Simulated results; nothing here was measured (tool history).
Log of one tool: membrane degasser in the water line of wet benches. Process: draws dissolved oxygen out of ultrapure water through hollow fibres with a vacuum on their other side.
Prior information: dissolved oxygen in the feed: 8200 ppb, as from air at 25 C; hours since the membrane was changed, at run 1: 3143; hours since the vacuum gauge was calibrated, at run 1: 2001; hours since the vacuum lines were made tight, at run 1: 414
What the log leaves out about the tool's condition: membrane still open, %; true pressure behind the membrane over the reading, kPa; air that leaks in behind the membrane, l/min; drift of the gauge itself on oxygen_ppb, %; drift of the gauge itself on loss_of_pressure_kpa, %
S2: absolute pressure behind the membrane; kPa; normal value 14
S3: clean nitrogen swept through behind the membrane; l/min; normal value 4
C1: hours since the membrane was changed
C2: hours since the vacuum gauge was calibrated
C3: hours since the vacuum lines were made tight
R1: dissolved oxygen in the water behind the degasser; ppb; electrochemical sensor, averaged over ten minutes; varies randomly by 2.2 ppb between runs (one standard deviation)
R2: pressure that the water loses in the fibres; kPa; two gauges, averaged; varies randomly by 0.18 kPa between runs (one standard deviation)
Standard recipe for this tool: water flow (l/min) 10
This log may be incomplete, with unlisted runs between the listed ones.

Run 1, day 0: usual settings; C1 3143; C2 2001; C3 414. Result: R1 223.6 ppb, R2 35.06 kPa.
Run 2, day 1.596: usual settings; C1 3181; C2 2039; C3 452. Result: R1 219.8 ppb, R2 35.29 kPa.
Run 3, day 4.946: usual settings; C1 3262; C2 2119; C3 532. Result: R1 220.2 ppb, R2 35.3 kPa.
Run 4, day 8.008: usual settings; C1 3335; C2 2193; C3 606. Result: R1 219.4 ppb, R2 35.06 kPa.
Run 5, day 10.5: usual settings; C1 3395; C2 2253; C3 666. Result: R1 223.3 ppb, R2 35.28 kPa.
Run 6, day 12.75: usual settings; C1 3449; C2 2306; C3 720. Result: R1 222.2 ppb, R2 35.19 kPa.
Run 7, day 16.321: usual settings; C1 3535; C2 2392; C3 805. Result: R1 221.3 ppb, R2 35.21 kPa.
Run 8, day 19.767: usual settings; C1 3617; C2 2475; C3 888. Result: R1 221 ppb, R2 35.21 kPa.
Run 9, day 22.692: usual settings; C1 3688; C2 2545; C3 958. Result: R1 218.7 ppb, R2 35.09 kPa.
Run 10, day 25.567: usual settings; C1 3757; C2 2614; C3 1027. Result: R1 221.4 ppb, R2 35.09 kPa.
Run 11, day 28.05: usual settings; C1 3816; C2 2674; C3 1087. Result: R1 222.4 ppb, R2 35.27 kPa.
Run 12, day 29.554: usual settings; C1 3852; C2 2710; C3 1123. Result: R1 220.2 ppb, R2 34.76 kPa.
Run 13, day 32.238: usual settings but S3 2.09 l/min; C1 3917; C2 2774; C3 1187. Result: R1 275.2 ppb, R2 35.06 kPa.
Run 14, day 35.042: usual settings; C1 3984; C2 2841; C3 1255. Result: R1 221.2 ppb, R2 35.21 kPa.
Run 15, day 38.158: usual settings; C1 4059; C2 2916; C3 1329. Result: R1 220.2 ppb, R2 35.39 kPa.
Run 16, day 41.279: usual settings; C1 4134; C2 2991; C3 1404. Result: R1 221.9 ppb, R2 35.18 kPa.
Run 17, day 44.462: usual settings; C1 4210; C2 3068; C3 1481. Result: R1 223.1 ppb, R2 34.98 kPa.
Run 18, day 47.792: usual settings but water flow (l/min) 14, S2 10.9 kPa, S3 4.41 l/min; C1 4290; C2 3148; C3 1561. Result: R1 320 ppb, R2 49.08 kPa.
Run 19, day 49.717: usual settings but water flow (l/min) 13, S3 10.64 l/min; C1 4336; C2 3194; C3 1607. Result: R1 266.1 ppb, R2 45.85 kPa.
Run 20, day 52.158: usual settings but S2 17.1 kPa; C1 4395; C2 3252; C3 1665. Result: R1 239.1 ppb, R2 35.18 kPa.
Run 21, day 54.096: usual settings but S2 17.1 kPa; C1 4441; C2 3299; C3 1712. Result: R1 242.4 ppb, R2 35.15 kPa.
Run 22, day 57.658: usual settings but water flow (l/min) 8, S2 28.9 kPa; C1 4527; C2 3384; C3 1797. Result: R1 227.7 ppb, R2 28.2 kPa.
At day 58.529: vacuum gauge calibrated.
Run 23, day 59.446: usual settings but water flow (l/min) 8, S2 8.8 kPa; C1 4569; C2 22; C3 1840. Result: R1 130.3 ppb, R2 28.15 kPa.
Run 24, day 61.221: usual settings but water flow (l/min) 8, S2 8.8 kPa; C1 4612; C2 65; C3 1882. Result: R1 131.5 ppb, R2 28.09 kPa.
Run 25, day 62.7: usual settings but water flow (l/min) 8, S2 8.8 kPa; C1 4647; C2 100; C3 1918. Result: R1 130 ppb, R2 27.97 kPa.
Run 26, day 65.079: usual settings but water flow (l/min) 8, S2 8.8 kPa; C1 4704; C2 157; C3 1975. Result: R1 132.5 ppb, R2 28.22 kPa.
Run 27, day 66.612: usual settings but S2 18.7 kPa; C1 4741; C2 194; C3 2012. Result: R1 243.6 ppb, R2 35.21 kPa.
Run 28, day 69.154: usual settings but water flow (l/min) 11, S2 16 kPa, S3 3.47 l/min; C1 4802; C2 255; C3 2073. Result: R1 274.6 ppb, R2 38.48 kPa.
Run 29, day 71.558: usual settings but water flow (l/min) 11, S2 11.7 kPa, S3 3.47 l/min; C1 4860; C2 313; C3 2130. Result: R1 246.6 ppb, R2 38.71 kPa.
Run 30, day 73.5: usual settings but water flow (l/min) 8, S2 17.7 kPa, S3 3.97 l/min; C1 4907; C2 359; C3 2177. Result: R1 174.9 ppb, R2 28.2 kPa.
Run 31, day 76.896: usual settings but water flow (l/min) 9, S2 14.8 kPa; C1 4988; C2 441; C3 2259. Result: R1 194.3 ppb, R2 31.79 kPa.
Run 32, day 78.604: usual settings but water flow (l/min) 9, S2 14.8 kPa; C1 5029; C2 482; C3 2300. Result: R1 191.6 ppb, R2 31.42 kPa.

Here are 4 independent what-if runs from the current tool condition. What would each one return?
Run A, day 80.854: usual settings but S2 20 kPa, S3 6.68 l/min; C1 5083; C2 536; C3 2354. Result: R1 ?, R2 ?.
Run B, day 80.854: usual settings but S3 8.74 l/min; C1 5083; C2 536; C3 2354. Result: R1 ?, R2 ?.
Run C, day 80.854: usual settings but S3 3.12 l/min; C1 5083; C2 536; C3 2354. Result: R1 ?, R2 ?.
Run D, day 80.854: usual settings but water flow (l/min) 15; C1 5083; C2 536; C3 2354. Result: R1 ?, R2 ?.

run     R1     R2
  A    219  35.33
  B  188.8  35.51
  C  237.9   35.4
  D  392.6  52.69
With the hidden condition removed and each run's random variation left untouched, the same runs would have given:
run     R1     R2
  A  218.6  35.32
  B  188.4  35.49
  C  237.6  35.38
  D  392.1  52.66
